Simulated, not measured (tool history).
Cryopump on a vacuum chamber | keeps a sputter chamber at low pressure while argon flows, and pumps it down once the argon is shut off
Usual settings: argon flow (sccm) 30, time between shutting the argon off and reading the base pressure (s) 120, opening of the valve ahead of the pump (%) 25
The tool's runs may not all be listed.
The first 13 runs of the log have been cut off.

run,hour,argon flow (sccm),time between shutting the argon off and reading the base pressure (s),opening of the valve ahead of the pump (%),pressure while argon flows (Pa),pressure after the wait (uPa)
14,177.8,30,120,25,0.0894,1.01
15,192.2,30,120,25,0.0892,1.00
16,204.7,30,120,25,0.0886,1.02
17,220.8,30,120,25,0.0897,1.01
18,234.6,30,120,25,0.0904,1.02
19,252.6,14,38,50,0.0225,2.05
20,270.6,22,202,57,0.0294,0.86
21,289.9,22,258,23,0.0712,0.79
22,298.4,22,258,23,0.0730,0.76
23,310.9,22,258,30,0.0550,0.80
24,327.2,49,72,34,0.1101,1.26
25,344.2,30,21,25,0.0903,3.18
26,358.0,30,21,25,0.0907,3.16
27,376.3,30,21,25,0.0908,3.15
28,391.5,30,21,25,0.0899,3.23
29,408.9,60,211,22,0.2049,0.90
30,426.4,24,272,30,0.0596,0.78
31,440.3,30,249,41,0.0569,0.82
32,457.3,30,249,41,0.0579,0.88
33,469.5,30,249,41,0.0568,0.87
34,484.7,21,120,25,0.0635,1.09
35,501.0,24,67,25,0.0735,1.50

3 ways to go on from here, each from the tool as it stands after run 35. What would each give?
A,518.1,24,176,25,?,?
B,518.1,35,45,23,?,?
C,518.1,17,67,27,?,?

run,pressure while argon flows (Pa),pressure after the wait (uPa)
A,0.0734,0.99
B,0.1159,1.87
C,0.0483,1.47
Without the tool's unlogged condition, the same runs would have read:
run,pressure while argon flows (Pa),pressure after the wait (uPa)
A,0.0703,0.47
B,0.1114,1.36
C,0.0461,0.95
